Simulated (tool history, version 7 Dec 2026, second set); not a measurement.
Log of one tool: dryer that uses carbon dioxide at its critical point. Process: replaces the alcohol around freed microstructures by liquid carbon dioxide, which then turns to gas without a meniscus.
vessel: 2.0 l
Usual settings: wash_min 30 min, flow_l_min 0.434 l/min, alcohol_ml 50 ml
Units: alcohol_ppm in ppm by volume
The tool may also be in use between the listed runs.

{"run": 1, "hour": 0.0, "wash_min": 30, "flow_l_min": 0.434, "alcohol_ml": 50, "alcohol_ppm": 272}
{"run": 2, "hour": 17.8, "wash_min": 30, "flow_l_min": 0.434, "alcohol_ml": 50, "alcohol_ppm": 274}
{"run": 3, "hour": 36.5, "wash_min": 30, "flow_l_min": 0.434, "alcohol_ml": 50, "alcohol_ppm": 283}
{"run": 4, "hour": 49.8, "wash_min": 30, "flow_l_min": 0.434, "alcohol_ml": 50, "alcohol_ppm": 286}
{"run": 5, "hour": 72.1, "wash_min": 30, "flow_l_min": 0.434, "alcohol_ml": 50, "alcohol_ppm": 292}
{"run": 6, "hour": 88.0, "wash_min": 30, "flow_l_min": 0.434, "alcohol_ml": 50, "alcohol_ppm": 312}
{"run": 7, "hour": 106.8, "wash_min": 30, "flow_l_min": 0.434, "alcohol_ml": 50, "alcohol_ppm": 292}
{"run": 8, "hour": 123.5, "wash_min": 30, "flow_l_min": 0.434, "alcohol_ml": 50, "alcohol_ppm": 295}
{"run": 9, "hour": 138.9, "wash_min": 30, "flow_l_min": 0.434, "alcohol_ml": 50, "alcohol_ppm": 305}
{"run": 10, "hour": 149.9, "wash_min": 30, "flow_l_min": 0.434, "alcohol_ml": 50, "alcohol_ppm": 321}
{"run": 11, "hour": 162.5, "wash_min": 30, "flow_l_min": 0.577, "alcohol_ml": 50, "alcohol_ppm": 234}
{"run": 12, "hour": 184.1, "wash_min": 30, "flow_l_min": 0.434, "alcohol_ml": 50, "alcohol_ppm": 324}
{"run": 13, "hour": 205.1, "wash_min": 34, "flow_l_min": 0.736, "alcohol_ml": 50, "alcohol_ppm": 230}
{"hour": 218.8, "done": "purifier's bed changed"}
{"run": 14, "hour": 222.1, "wash_min": 37, "flow_l_min": 0.434, "alcohol_ml": 93, "alcohol_ppm": 63}
{"run": 15, "hour": 242.8, "wash_min": 43, "flow_l_min": 0.434, "alcohol_ml": 22, "alcohol_ppm": 20}
{"run": 16, "hour": 252.2, "wash_min": 32, "flow_l_min": 0.486, "alcohol_ml": 50, "alcohol_ppm": 40}
{"run": 17, "hour": 272.3, "wash_min": 21, "flow_l_min": 0.388, "alcohol_ml": 29, "alcohol_ppm": 477}
{"run": 18, "hour": 282.4, "wash_min": 33, "flow_l_min": 0.388, "alcohol_ml": 29, "alcohol_ppm": 81}
{"run": 19, "hour": 292.8, "wash_min": 39, "flow_l_min": 0.402, "alcohol_ml": 23, "alcohol_ppm": 43}
{"run": 20, "hour": 303.4, "wash_min": 26, "flow_l_min": 0.402, "alcohol_ml": 46, "alcohol_ppm": 301}
{"run": 21, "hour": 321.5, "wash_min": 23, "flow_l_min": 0.434, "alcohol_ml": 50, "alcohol_ppm": 407}
{"run": 22, "hour": 338.0, "wash_min": 35, "flow_l_min": 0.465, "alcohol_ml": 63, "alcohol_ppm": 72}
{"run": 23, "hour": 351.9, "wash_min": 19, "flow_l_min": 0.451, "alcohol_ml": 63, "alcohol_ppm": 879}

Forecast each of these 4 alternatives for the next run:
{"run": "A", "hour": 362.8, "wash_min": 30, "flow_l_min": 0.446, "alcohol_ml": 23, "alcohol_ppm": "?"}
{"run": "B", "hour": 362.8, "wash_min": 20, "flow_l_min": 0.316, "alcohol_ml": 59, "alcohol_ppm": "?"}
{"run": "C", "hour": 362.8, "wash_min": 19, "flow_l_min": 0.451, "alcohol_ml": 57, "alcohol_ppm": "?"}
{"run": "D", "hour": 362.8, "wash_min": 22, "flow_l_min": 0.461, "alcohol_ml": 56, "alcohol_ppm": "?"}

run=A alcohol_ppm=78
run=B alcohol_ppm=2221
run=C alcohol_ppm=832
run=D alcohol_ppm=434
Without the tool's hidden state the same runs would have given:
run=A alcohol_ppm=20
run=B alcohol_ppm=1460
run=C alcohol_ppm=459
run=D alcohol_ppm=208
